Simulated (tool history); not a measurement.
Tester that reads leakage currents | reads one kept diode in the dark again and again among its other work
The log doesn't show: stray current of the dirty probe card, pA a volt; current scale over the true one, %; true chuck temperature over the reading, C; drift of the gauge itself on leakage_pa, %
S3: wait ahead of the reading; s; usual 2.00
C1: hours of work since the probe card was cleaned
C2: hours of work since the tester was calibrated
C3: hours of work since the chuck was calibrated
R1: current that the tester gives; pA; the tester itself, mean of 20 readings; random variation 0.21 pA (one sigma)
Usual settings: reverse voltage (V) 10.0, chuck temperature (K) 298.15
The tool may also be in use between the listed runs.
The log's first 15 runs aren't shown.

Run 16, hour 492.7: usual settings but chuck temperature (K) 296.15; C1 888; C2 1035; C3 1803. Result: R1 53.33 pA.
Run 17, hour 520.8: usual settings but chuck temperature (K) 296.15; C1 901; C2 1049; C3 1817. Result: R1 53.23 pA.
Run 18, hour 549.9: usual settings but chuck temperature (K) 296.15; C1 915; C2 1062; C3 1831. Result: R1 53.35 pA.
Run 19, hour 595.0: usual settings but reverse voltage (V) 14.2, chuck temperature (K) 318.15, S3 9.15 s; C1 937; C2 1084; C3 1852. Result: R1 345.42 pA.
At hour 614.7: chuck's temperature calibrated.
Run 20, hour 624.6: usual settings but reverse voltage (V) 1.5, chuck temperature (K) 305.15, S3 0.80 s; C1 950; C2 1097; C3 5. Result: R1 35.74 pA.
Run 21, hour 666.1: usual settings but reverse voltage (V) 4.9, S3 3.94 s; C1 970; C2 1117; C3 25. Result: R1 37.17 pA.
Run 22, hour 715.0: usual settings but reverse voltage (V) 4.9, S3 8.67 s; C1 993; C2 1140; C3 48. Result: R1 36.89 pA.
At hour 744.4: chuck's temperature calibrated, once more.
Run 23, hour 764.1: usual settings but reverse voltage (V) 4.9, chuck temperature (K) 323.15, S3 0.55 s; C1 1015; C2 1163; C3 9. Result: R1 350.04 pA.
Run 24, hour 792.3: usual settings but reverse voltage (V) 4.9, chuck temperature (K) 296.15, S3 2.77 s; C1 1029; C2 1177; C3 23. Result: R1 43.42 pA.
Run 25, hour 812.5: usual settings but reverse voltage (V) 4.9, chuck temperature (K) 296.15, S3 2.77 s; C1 1039; C2 1186; C3 33. Result: R1 43.57 pA.
Run 26, hour 852.1: usual settings but chuck temperature (K) 312.15, S3 0.43 s; C1 1058; C2 1205; C3 51. Result: R1 221.69 pA.
Run 27, hour 890.3: usual settings but S3 1.59 s; C1 1076; C2 1223; C3 70. Result: R1 74.85 pA.
Run 28, hour 927.0: usual settings but S3 1.59 s; C1 1093; C2 1241; C3 87. Result: R1 75.06 pA.
Run 29, hour 961.1: usual settings but reverse voltage (V) 1.0, chuck temperature (K) 312.15, S3 0.61 s; C1 1110; C2 1257; C3 104. Result: R1 69.40 pA.
Run 30, hour 994.5: usual settings but reverse voltage (V) 17.6, S3 8.60 s; C1 1126; C2 1273; C3 120. Result: R1 101.77 pA.
Run 31, hour 1026.7: usual settings but reverse voltage (V) 17.6, S3 8.60 s; C1 1141; C2 1289; C3 135. Result: R1 101.86 pA.
Run 32, hour 1057.0: usual settings but reverse voltage (V) 17.6, S3 8.60 s; C1 1156; C2 1303; C3 149. Result: R1 101.74 pA.
Run 33, hour 1096.9: usual settings but reverse voltage (V) 9.5, chuck temperature (K) 327.15, S3 8.88 s; C1 1175; C2 1322; C3 169. Result: R1 636.63 pA.

Forecast each of these 5 alternatives for the next run:
Run A, hour 1128.8: usual settings but reverse voltage (V) 9.5, chuck temperature (K) 310.15, S3 2.01 s; C1 1190; C2 1337; C3 184. Result: R1 ?.
Run B, hour 1128.8: usual settings but reverse voltage (V) 13.7, chuck temperature (K) 315.15, S3 1.68 s; C1 1190; C2 1337; C3 184. Result: R1 ?.
Run C, hour 1128.8: usual settings but reverse voltage (V) 4.5, chuck temperature (K) 323.15, S3 3.39 s; C1 1190; C2 1337; C3 184. Result: R1 ?.
Run D, hour 1128.8: usual settings but reverse voltage (V) 5.2, chuck temperature (K) 324.15, S3 9.58 s; C1 1190; C2 1337; C3 184. Result: R1 ?.
Run E, hour 1128.8: usual settings but S3 3.04 s; C1 1190; C2 1337; C3 184. Result: R1 ?.

run      R1
  A  182.70
  B  319.51
  C  330.90
  D  379.55
  E   74.69
Without the tool's hidden state the same runs would have given:
run      R1
  A  179.31
  B  315.97
  C  335.40
  D  384.65
  E   68.05
